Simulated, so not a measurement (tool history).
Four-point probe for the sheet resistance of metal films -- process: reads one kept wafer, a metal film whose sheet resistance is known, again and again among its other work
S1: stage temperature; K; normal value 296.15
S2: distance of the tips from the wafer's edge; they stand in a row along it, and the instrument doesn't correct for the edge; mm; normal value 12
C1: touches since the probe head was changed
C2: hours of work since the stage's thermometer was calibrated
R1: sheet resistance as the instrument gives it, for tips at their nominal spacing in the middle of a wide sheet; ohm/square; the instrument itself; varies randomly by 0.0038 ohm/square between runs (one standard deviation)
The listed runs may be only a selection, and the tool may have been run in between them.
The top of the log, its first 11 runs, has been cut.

run	hour	S1	S2	C1	C2	R1
12	975.3	296.15	12	18815	1572	19.183339
# hour 1014.1: stage's thermometer calibrated
13	1086.3	296.15	12	23877	42	19.203368
14	1145.2	296.15	16	26573	77	19.187525
15	1226.6	296.15	16	30302	125	19.191782
16	1303.4	296.15	16	33821	170	19.195576
17	1416.3	296.15	16	38992	236	19.203123
18	1545.6	306.15	16	44915	312	19.234244
19	1600	306.15	16	47406	344	19.239018
# hour 1723.9: stage's thermometer calibrated, once more
20	1723.9	306.15	12	53060	0	19.206546
21	1784.6	292.15	22	55839	36	19.133468
22	1839	298.15	44	58329	67	19.146117
23	1935.4	291.15	7	62746	124	19.220155
24	1989.8	293.15	3	65238	156	19.588863
25	2049.3	299.15	37	67963	191	19.165159
26	2181.6	296.15	6	74024	268	19.27437
27	2275.1	306.15	6	78307	323	19.309178
28	2369.3	306.15	72	82620	378	19.195727
29	2483.2	296.15	71	87838	445	19.167048
30	2608.8	296.15	71	93591	519	19.167707
31	2682.3	296.15	44	96958	562	19.176391

Run 32 has not been measured yet. What should we expect?
32	2750.5	296.15	44	100078	602	?

{"run 32": {"R1": 19.176904}}
On a tool with no hidden condition, and with the same random variation, this run would have come out at R1 19.081174 ohm/square.

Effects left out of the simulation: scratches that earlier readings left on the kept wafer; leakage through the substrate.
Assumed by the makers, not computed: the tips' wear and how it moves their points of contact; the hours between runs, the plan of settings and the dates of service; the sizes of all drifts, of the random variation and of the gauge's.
